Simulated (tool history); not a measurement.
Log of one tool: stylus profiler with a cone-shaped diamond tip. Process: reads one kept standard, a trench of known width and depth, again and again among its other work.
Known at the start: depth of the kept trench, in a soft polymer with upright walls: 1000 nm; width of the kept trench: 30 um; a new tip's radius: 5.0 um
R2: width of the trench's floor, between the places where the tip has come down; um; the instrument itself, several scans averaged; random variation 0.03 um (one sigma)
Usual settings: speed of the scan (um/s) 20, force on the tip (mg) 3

Run 1, hour 0: usual settings. Result: depth of the trench (nm) 1009.65, R2 23.95 um.
Run 2, hour 39.7: usual settings. Result: depth of the trench (nm) 1009.82, R2 23.97 um.
Run 3, hour 87: usual settings. Result: depth of the trench (nm) 1009.97, R2 23.93 um.
Run 4, hour 143.6: usual settings but speed of the scan (um/s) 10. Result: depth of the trench (nm) 1009.65, R2 23.98 um.
Run 5, hour 197.2: usual settings but force on the tip (mg) 2.97. Result: depth of the trench (nm) 1009.79, R2 23.95 um.
Run 6, hour 224.8: usual settings but force on the tip (mg) 3.39. Result: depth of the trench (nm) 1010.68, R2 23.9 um.
Run 7, hour 254.4: usual settings but force on the tip (mg) 4.87. Result: depth of the trench (nm) 1013.87, R2 23.93 um.
Run 8, hour 305.7: usual settings but force on the tip (mg) 2.77. Result: depth of the trench (nm) 1009.41, R2 23.94 um.
Run 9, hour 347.9: usual settings but force on the tip (mg) 1.2. Result: depth of the trench (nm) 1005.17, R2 23.9 um.
Run 10, hour 381: usual settings but force on the tip (mg) 1.2. Result: depth of the trench (nm) 1005.07, R2 23.88 um.
Run 11, hour 416: usual settings. Result: depth of the trench (nm) 1009.17, R2 23.94 um.
Run 12, hour 446.4: usual settings. Result: depth of the trench (nm) 1009.27, R2 23.92 um.
Run 13, hour 487.4: usual settings. Result: depth of the trench (nm) 1010.07, R2 23.94 um.

Run 14 comes next. What will it give?
Run 14, hour 514.2: usual settings but speed of the scan (um/s) 13. Result: depth of the trench (nm) ?, R2 ?.

depth of the trench (nm): 1010.04
R2: 23.96 um
Without the tool's hidden state the same run would have given depth of the trench (nm) 1010.03, R2 23.98 um.
